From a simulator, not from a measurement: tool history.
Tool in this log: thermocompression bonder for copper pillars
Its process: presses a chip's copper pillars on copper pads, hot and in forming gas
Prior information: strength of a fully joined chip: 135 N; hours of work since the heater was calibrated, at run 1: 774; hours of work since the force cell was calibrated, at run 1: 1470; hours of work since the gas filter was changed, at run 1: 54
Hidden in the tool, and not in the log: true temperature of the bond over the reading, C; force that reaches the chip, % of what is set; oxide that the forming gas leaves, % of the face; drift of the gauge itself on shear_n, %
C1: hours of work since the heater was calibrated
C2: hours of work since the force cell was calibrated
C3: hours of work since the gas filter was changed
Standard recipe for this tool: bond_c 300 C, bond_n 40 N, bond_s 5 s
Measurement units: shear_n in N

Run 1, hour 0.0: usual settings; C1 774; C2 1470; C3 54. Result: shear_n 57.2 N.
Run 2, hour 52.0: usual settings; C1 802; C2 1498; C3 82. Result: shear_n 56.5 N.
Run 3, hour 139.7: usual settings but bond_s 3 s; C1 848; C2 1544; C3 128. Result: shear_n 46.6 N.
Run 4, hour 186.8: usual settings but bond_s 3 s; C1 872; C2 1568; C3 152. Result: shear_n 45.4 N.
Run 5, hour 245.8: usual settings but bond_s 3 s; C1 903; C2 1599; C3 183. Result: shear_n 47.4 N.
Run 6, hour 317.1: usual settings; C1 941; C2 1637; C3 221. Result: shear_n 57.3 N.
At hour 326.2: force cell calibrated.
Run 7, hour 375.3: usual settings; C1 971; C2 26; C3 251. Result: shear_n 55.8 N.
At hour 421.8: forming gas filter changed.
Run 8, hour 431.1: usual settings; C1 1000; C2 55; C3 5. Result: shear_n 58.2 N.
Run 9, hour 517.0: usual settings; C1 1045; C2 100; C3 50. Result: shear_n 58.1 N.
Run 10, hour 601.2: usual settings; C1 1089; C2 144; C3 94. Result: shear_n 58.7 N.
Run 11, hour 655.1: usual settings; C1 1117; C2 173; C3 123. Result: shear_n 57.8 N.
Run 12, hour 694.6: usual settings; C1 1138; C2 193; C3 143. Result: shear_n 57.9 N.
At hour 754.3: heater calibrated with a thermocouple chip.
Run 13, hour 784.6: usual settings; C1 16; C2 239; C3 189. Result: shear_n 56.1 N.
Run 14, hour 837.4: usual settings; C1 44; C2 267; C3 217. Result: shear_n 57.6 N.
Run 15, hour 912.4: usual settings; C1 83; C2 307; C3 257. Result: shear_n 57.8 N.
At hour 952.3: forming gas filter changed.
Run 16, hour 985.7: usual settings; C1 121; C2 345; C3 18. Result: shear_n 58.7 N.
Run 17, hour 1045.7: usual settings; C1 153; C2 376; C3 49. Result: shear_n 56.4 N.
Run 18, hour 1082.9: usual settings; C1 172; C2 396; C3 69. Result: shear_n 57.7 N.
Run 19, hour 1148.6: usual settings but bond_n 55 N; C1 207; C2 430; C3 103. Result: shear_n 76.9 N.
Run 20, hour 1203.7: usual settings; C1 236; C2 459; C3 132. Result: shear_n 57.1 N.
Run 21, hour 1263.1: usual settings; C1 267; C2 491; C3 163. Result: shear_n 56.0 N.
Run 22, hour 1328.7: usual settings; C1 302; C2 525; C3 198. Result: shear_n 58.0 N.
Run 23, hour 1395.2: usual settings but bond_c 316 C, bond_n 49 N, bond_s 7 s; C1 336; C2 560; C3 233. Result: shear_n 87.1 N.
Run 24, hour 1437.3: usual settings but bond_c 321 C, bond_n 50 N, bond_s 4 s; C1 359; C2 582; C3 255. Result: shear_n 78.7 N.
At hour 1477.3: forming gas filter changed.
Run 25, hour 1507.3: usual settings but bond_c 321 C, bond_n 50 N, bond_s 4 s; C1 395; C2 619; C3 16. Result: shear_n 77.3 N.
Run 26, hour 1592.3: usual settings but bond_c 321 C, bond_n 50 N, bond_s 4 s; C1 440; C2 663; C3 60. Result: shear_n 79.9 N.
Run 27, hour 1665.9: usual settings but bond_c 290 C, bond_n 33 N, bond_s 3 s; C1 478; C2 702; C3 99. Result: shear_n 32.6 N.
Run 28, hour 1746.5: usual settings but bond_c 294 C, bond_n 30 N, bond_s 10 s; C1 521; C2 744; C3 141. Result: shear_n 51.5 N.
Run 29, hour 1783.3: usual settings but bond_c 293 C, bond_s 6 s; C1 540; C2 764; C3 161. Result: shear_n 58.2 N.
Run 30, hour 1845.2: usual settings but bond_n 31 N; C1 573; C2 796; C3 193. Result: shear_n 43.8 N.
Run 31, hour 1892.0: usual settings but bond_n 31 N; C1 597; C2 821; C3 218. Result: shear_n 42.0 N.
Run 32, hour 1936.1: usual settings but bond_s 6 s; C1 620; C2 844; C3 241. Result: shear_n 61.1 N.
At hour 2004.1: forming gas filter changed.
Run 33, hour 2009.6: usual settings but bond_c 293 C; C1 659; C2 882; C3 3. Result: shear_n 54.9 N.
Run 34, hour 2075.4: usual settings but bond_n 35 N; C1 693; C2 917; C3 37. Result: shear_n 49.4 N.
Run 35, hour 2146.6: usual settings but bond_c 318 C, bond_n 50 N, bond_s 14 s; C1 731; C2 954; C3 75. Result: shear_n 106.7 N.
Run 36, hour 2198.9: usual settings but bond_c 318 C, bond_n 50 N, bond_s 14 s; C1 758; C2 982; C3 102. Result: shear_n 106.7 N.
Run 37, hour 2251.3: usual settings but bond_c 319 C, bond_s 7 s; C1 786; C2 1009; C3 130. Result: shear_n 75.4 N.
Run 38, hour 2320.0: usual settings but bond_c 288 C, bond_n 55 N, bond_s 3 s; C1 822; C2 1045; C3 166. Result: shear_n 58.7 N.
Run 39, hour 2361.6: usual settings but bond_c 325 C, bond_n 43 N, bond_s 4 s; C1 843; C2 1067; C3 188. Result: shear_n 69.8 N.
Run 40, hour 2398.2: usual settings but bond_c 282 C, bond_n 27 N, bond_s 7 s; C1 863; C2 1086; C3 207. Result: shear_n 35.4 N.

Predict each of these 3 candidate next runs independently; none follows another, all start after run 40:
Run A, hour 2483.6: usual settings but bond_n 59 N; C1 908; C2 1131; C3 252. Result: shear_n ?.
Run B, hour 2483.6: usual settings but bond_s 6 s; C1 908; C2 1131; C3 252. Result: shear_n ?.
Run C, hour 2483.6: usual settings but bond_c 316 C, bond_n 27 N, bond_s 7 s; C1 908; C2 1131; C3 252. Result: shear_n ?.

run  shear_n
  A     81.0
  B     60.0
  C     50.0
With the hidden condition removed and each run's random variation left untouched, the same runs would have given:
run  shear_n
  A     81.4
  B     60.2
  C     50.2
